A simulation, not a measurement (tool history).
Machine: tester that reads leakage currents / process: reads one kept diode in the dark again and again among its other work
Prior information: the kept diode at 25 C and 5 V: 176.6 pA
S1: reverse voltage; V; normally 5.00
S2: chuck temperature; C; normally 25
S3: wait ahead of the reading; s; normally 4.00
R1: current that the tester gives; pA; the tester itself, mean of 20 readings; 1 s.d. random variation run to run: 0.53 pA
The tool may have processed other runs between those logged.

run,hour,S1,S2,S3,R1
1,0.0,5.00,25,4.00,154.73
2,158.1,5.00,25,4.00,152.94
# hour 288.0: probe card cleaned and baked
# hour 290.0: chuck's temperature calibrated
3,371.7,5.00,25,4.00,186.53
4,470.4,1.12,25,4.00,99.75
5,699.0,5.00,25,4.00,181.04
# hour 766.4: probe card cleaned and baked, once more
6,937.5,5.00,25,4.00,162.65
7,1093.7,5.00,25,4.00,159.98
8,1196.7,5.00,25,4.00,158.26
# hour 1242.8: tester calibrated
9,1419.8,5.00,25,4.00,156.60
10,1567.9,5.00,25,4.00,155.41
# hour 1667.1: chuck's temperature calibrated
11,1725.4,2.82,25,4.00,146.92
12,1918.9,5.00,25,7.19,180.56
# hour 2141.8: probe card cleaned and baked
13,2142.5,5.00,25,7.19,166.37
14,2281.9,5.00,25,2.70,165.86
15,2401.6,5.00,25,2.70,162.84
16,2547.1,5.00,25,4.00,161.78
17,2775.1,5.00,25,4.00,158.24
18,2909.0,5.00,25,3.97,155.69
# hour 3041.7: chuck's temperature calibrated
19,3113.3,1.05,25,4.00,98.12
20,3259.6,5.00,25,1.09,181.89
21,3434.6,4.27,37,1.96,418.69
# hour 3518.1: probe card cleaned and baked
22,3546.8,11.38,41,1.14,794.94
23,3775.9,4.75,41,1.14,553.13
24,4017.9,4.75,41,1.14,545.21
25,4160.3,2.75,41,1.12,432.57
26,4277.3,6.50,20,4.00,115.91
# hour 4423.6: chuck's temperature calibrated
27,4515.6,16.73,25,5.15,296.53
28,4632.3,3.55,39,9.42,456.16
29,4849.3,3.00,39,8.61,415.13
# hour 4886.0: probe card cleaned and baked
30,5030.6,2.98,22,8.96,103.54
31,5201.8,3.03,25,1.88,130.94
32,5442.5,3.03,25,1.88,127.43
33,5605.2,3.03,25,3.46,125.59
34,5706.2,13.64,37,7.24,573.64
# hour 5795.7: chuck's temperature calibrated
35,5816.1,8.40,22,1.62,180.15
36,6057.7,17.27,22,2.12,243.79
37,6237.8,5.00,51,8.24,1206.21
# hour 6262.2: probe card cleaned and baked
38,6401.8,7.85,50,0.46,1294.44
39,6634.6,7.85,50,0.46,1271.68
40,6762.7,7.85,21,4.77,135.51

Here are 3 independent what-if runs from the current tool condition. What would each one return?
A,6972.0,5.00,25,7.46,?
B,6972.0,4.84,26,1.27,?
C,6972.0,7.85,41,5.41,?

run,R1
A,154.56
B,165.46
C,633.80
Stripped of hidden state, with their random variation kept, the same runs would have yielded:
run,R1
A,177.18
B,189.98
C,730.42

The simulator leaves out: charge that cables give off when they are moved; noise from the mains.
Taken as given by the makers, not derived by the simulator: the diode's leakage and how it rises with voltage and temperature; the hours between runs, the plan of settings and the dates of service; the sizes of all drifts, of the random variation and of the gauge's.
